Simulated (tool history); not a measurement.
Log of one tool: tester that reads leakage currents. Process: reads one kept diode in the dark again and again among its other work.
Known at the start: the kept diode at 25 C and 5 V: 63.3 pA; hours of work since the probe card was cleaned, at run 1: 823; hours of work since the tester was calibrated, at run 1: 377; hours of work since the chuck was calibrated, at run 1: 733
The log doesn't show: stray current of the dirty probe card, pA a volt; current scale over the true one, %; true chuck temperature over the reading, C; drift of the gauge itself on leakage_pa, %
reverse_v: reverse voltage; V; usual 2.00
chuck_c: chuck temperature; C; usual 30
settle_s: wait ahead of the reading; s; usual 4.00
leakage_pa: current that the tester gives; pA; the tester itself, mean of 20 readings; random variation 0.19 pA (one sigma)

run	day	reverse_v	chuck_c	settle_s	hours of work since the probe card was cleaned	hours of work since the tester was calibrated	hours of work since the chuck was calibrated	leakage_pa
1	0.000	2.00	30	4.00	823	377	733	62.15
2	3.633	2.00	30	0.33	870	425	781	63.99
3	5.821	4.68	30	0.33	899	454	810	99.81
4	7.942	4.68	30	0.33	927	482	838	100.20
5	12.579	1.55	30	4.00	988	543	899	54.53
6	16.196	1.55	30	4.00	1036	591	947	54.70
# day 18.750: probe card cleaned and baked
7	20.038	1.55	30	4.00	17	640	996	54.64
8	22.971	1.55	30	4.00	56	678	1035	54.56
9	25.504	1.55	30	4.00	89	712	1068	54.56
# day 27.029: chuck's temperature calibrated
10	27.688	1.55	30	4.00	117	739	9	54.70
11	31.258	1.55	30	4.00	164	786	56	54.66
12	36.296	2.00	30	4.00	230	853	122	62.03
13	38.954	2.00	30	4.00	265	888	157	62.17
14	42.575	4.68	30	4.00	313	936	205	95.80
15	47.383	2.00	30	4.00	376	999	268	62.17
16	52.183	2.00	30	4.00	440	1062	332	62.41
17	57.108	2.00	30	2.45	505	1127	397	62.26
18	61.896	7.30	30	4.00	568	1190	460	119.25
19	64.438	7.30	30	4.00	601	1224	493	119.65
20	67.992	2.00	23	4.00	648	1271	540	33.59
21	72.346	2.00	23	4.00	706	1328	597	33.66
22	76.138	2.00	23	4.00	755	1378	647	33.38
23	80.812	6.10	26	2.48	817	1440	709	77.44
24	83.033	2.00	58	4.00	846	1469	738	570.16
25	86.383	2.00	53	4.00	891	1513	782	393.71
26	90.242	2.00	53	4.00	941	1564	833	392.60
27	93.225	5.62	53	0.34	981	1603	873	667.90
28	95.342	1.33	24	3.27	1009	1631	901	30.00
29	99.604	17.59	42	8.18	1065	1687	957	503.08
# day 99.992: probe card cleaned and baked
30	102.496	2.18	30	1.78	33	1724	993	65.08
31	105.342	2.18	30	1.78	71	1761	1031	65.01
# day 109.375: chuck's temperature calibrated
32	110.100	2.18	30	1.78	132	1823	10	65.13
33	112.596	2.18	30	1.78	165	1856	42	65.27
34	115.396	19.08	21	1.78	202	1893	79	90.67
35	119.946	4.33	37	0.30	262	1953	139	171.69
36	124.046	4.33	33	1.69	316	2007	193	118.84
37	126.679	4.33	33	1.69	351	2042	228	118.85
38	129.821	2.13	55	2.96	392	2083	270	473.26
39	134.033	2.00	58	4.00	448	2139	325	566.46

Forecast each of these 3 alternatives for the next run:
A	136.700	2.00	30	1.22	483	2174	360	?
B	136.700	2.19	27	0.31	483	2174	360	?
C	136.700	2.91	58	4.00	483	2174	360	?

run	leakage_pa
A	62.70
B	52.55
C	683.49
Without the tool's hidden state the same runs would have given:
run	leakage_pa
A	62.73
B	52.57
C	683.92
